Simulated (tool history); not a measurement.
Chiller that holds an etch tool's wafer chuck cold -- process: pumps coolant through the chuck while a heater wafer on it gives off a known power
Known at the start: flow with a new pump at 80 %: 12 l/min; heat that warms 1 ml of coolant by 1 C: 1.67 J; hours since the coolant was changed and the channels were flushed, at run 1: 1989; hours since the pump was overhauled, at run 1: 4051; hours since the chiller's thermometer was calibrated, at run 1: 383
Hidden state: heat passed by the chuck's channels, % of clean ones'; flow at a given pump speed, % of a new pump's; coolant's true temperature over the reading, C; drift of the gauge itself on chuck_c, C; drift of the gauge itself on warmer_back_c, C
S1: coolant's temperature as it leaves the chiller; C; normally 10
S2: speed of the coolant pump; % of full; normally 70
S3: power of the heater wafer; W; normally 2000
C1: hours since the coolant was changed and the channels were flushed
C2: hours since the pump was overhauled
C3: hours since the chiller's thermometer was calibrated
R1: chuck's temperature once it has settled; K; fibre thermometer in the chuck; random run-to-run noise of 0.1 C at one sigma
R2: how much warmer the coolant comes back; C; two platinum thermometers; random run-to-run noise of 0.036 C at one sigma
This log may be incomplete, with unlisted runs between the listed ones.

Run 1, hour 0: usual settings; C1 1989; C2 4051; C3 383. Result: R1 306.35 K, R2 7.14 C.
Run 2, hour 115.4: usual settings but S2 64 % of full; C1 2104; C2 4166; C3 498. Result: R1 307.75 K, R2 7.86 C.
Run 3, hour 166.4: usual settings but S2 64 % of full; C1 2155; C2 4217; C3 549. Result: R1 308.05 K, R2 7.8 C.
Run 4, hour 280.1: usual settings but S2 64 % of full; C1 2269; C2 4331; C3 663. Result: R1 308.05 K, R2 7.89 C.
Run 5, hour 364: usual settings but S2 64 % of full; C1 2353; C2 4415; C3 747. Result: R1 308.05 K, R2 7.9 C.
Run 6, hour 441: usual settings but S2 64 % of full; C1 2430; C2 4492; C3 824. Result: R1 307.95 K, R2 7.9 C.
Run 7, hour 508.8: usual settings but S2 81 % of full; C1 2497; C2 4560; C3 892. Result: R1 304.45 K, R2 6.3 C.
Run 8, hour 616.1: usual settings but S2 81 % of full; C1 2605; C2 4667; C3 999. Result: R1 304.55 K, R2 6.19 C.
Run 9, hour 720.5: usual settings but S2 81 % of full; C1 2709; C2 4771; C3 1103. Result: R1 304.45 K, R2 6.24 C.
Run 10, hour 779: usual settings but S2 81 % of full; C1 2768; C2 4830; C3 1162. Result: R1 304.45 K, R2 6.22 C.
Run 11, hour 860.7: usual settings but S2 81 % of full; C1 2849; C2 4912; C3 1243. Result: R1 304.55 K, R2 6.24 C.
Run 12, hour 941.2: usual settings but S2 81 % of full; C1 2930; C2 4992; C3 1324. Result: R1 304.65 K, R2 6.21 C.
Run 13, hour 1031.7: usual settings but S2 81 % of full; C1 3020; C2 5083; C3 1414. Result: R1 304.55 K, R2 6.24 C.
Run 14, hour 1092.7: usual settings but S2 81 % of full; C1 3081; C2 5144; C3 1475. Result: R1 304.85 K, R2 6.25 C.
Run 15, hour 1205: usual settings but S2 81 % of full; C1 3194; C2 5256; C3 1588. Result: R1 304.65 K, R2 6.33 C.
Run 16, hour 1303.6: usual settings but S1 11 C; C1 3292; C2 5354; C3 1686. Result: R1 308.45 K, R2 7.25 C.
Run 17, hour 1355.7: usual settings but S1 9 C, S2 83 % of full, S3 2252 W; C1 3344; C2 5407; C3 1738. Result: R1 306.25 K, R2 6.95 C.
Run 18, hour 1439.3: usual settings but S1 9 C, S2 83 % of full, S3 2252 W; C1 3428; C2 5490; C3 1822. Result: R1 306.25 K, R2 6.95 C.
Run 19, hour 1508.4: usual settings but S1 11 C, S2 83 % of full, S3 1185 W; C1 3497; C2 5559; C3 1891. Result: R1 296.85 K, R2 3.77 C.
Run 20, hour 1580.3: usual settings but S1 11 C, S2 83 % of full, S3 1185 W; C1 3569; C2 5631; C3 1963. Result: R1 296.95 K, R2 3.68 C.
Run 21, hour 1628.6: usual settings but S2 62 % of full; C1 3617; C2 5679; C3 2011. Result: R1 309.55 K, R2 8.21 C.
Run 22, hour 1719.6: usual settings but S1 3 C, S2 72 % of full, S3 1532 W; C1 3708; C2 5770; C3 2102. Result: R1 294.35 K, R2 5.48 C.
Run 23, hour 1778.6: usual settings but S2 69 % of full; C1 3767; C2 5829; C3 2161. Result: R1 307.75 K, R2 7.39 C.
Run 24, hour 1876.8: usual settings but S1 7 C, S3 1189 W; C1 3865; C2 5928; C3 2260. Result: R1 294.65 K, R2 4.34 C.
Run 25, hour 1937.8: usual settings but S1 7 C, S3 1189 W; C1 3926; C2 5989; C3 2321. Result: R1 294.75 K, R2 4.36 C.
Run 26, hour 2017.8: usual settings but S1 7 C, S2 72 % of full, S3 2109 W; C1 4006; C2 6069; C3 2401. Result: R1 305.55 K, R2 7.6 C.
Run 27, hour 2133.2: usual settings but S1 3 C, S2 83 % of full, S3 1318 W; C1 4122; C2 6184; C3 2516. Result: R1 290.55 K, R2 4.11 C.
Run 28, hour 2189.8: usual settings but S1 3 C, S2 84 % of full, S3 2398 W; C1 4178; C2 6241; C3 2573. Result: R1 301.95 K, R2 7.33 C.
Run 29, hour 2275.5: usual settings but S1 3 C, S2 84 % of full, S3 2398 W; C1 4264; C2 6326; C3 2658. Result: R1 302.25 K, R2 7.39 C.
Run 30, hour 2364.5: usual settings but S1 6 C, S2 90 % of full, S3 2398 W; C1 4353; C2 6415; C3 2747. Result: R1 304.05 K, R2 6.92 C.
Run 31, hour 2424: usual settings but S1 8 C, S2 99 % of full, S3 1648 W; C1 4413; C2 6475; C3 2807. Result: R1 297.25 K, R2 4.31 C.

Run by run, hidden condition taken away, random variation retained:
run      R1    R2
  1  304.75  6.83
  2  305.95  7.51
  3  306.25  7.44
  4  306.15  7.52
  5  306.15  7.52
  6  306.05  7.51
  7  302.75  5.99
  8  302.85  5.87
  9  302.65  5.92
 10  302.65  5.89
 11  302.55   5.9
 12  302.65  5.87
 13  302.55  5.89
 14  302.75  5.89
 15  302.55  5.97
 16  306.05  6.82
 17  303.85  6.53
 18  303.75  6.53
 19  295.45  3.55
 20  295.45  3.45
 21  306.75  7.68
 22  292.35  5.13
 23  305.05  6.91
 24  292.95  4.05
 25  292.95  4.07
 26  302.55  7.09
 27  288.65  3.83
 28  298.75  6.81
 29  298.95  6.87
 30  300.85  6.43
 31  295.05     4

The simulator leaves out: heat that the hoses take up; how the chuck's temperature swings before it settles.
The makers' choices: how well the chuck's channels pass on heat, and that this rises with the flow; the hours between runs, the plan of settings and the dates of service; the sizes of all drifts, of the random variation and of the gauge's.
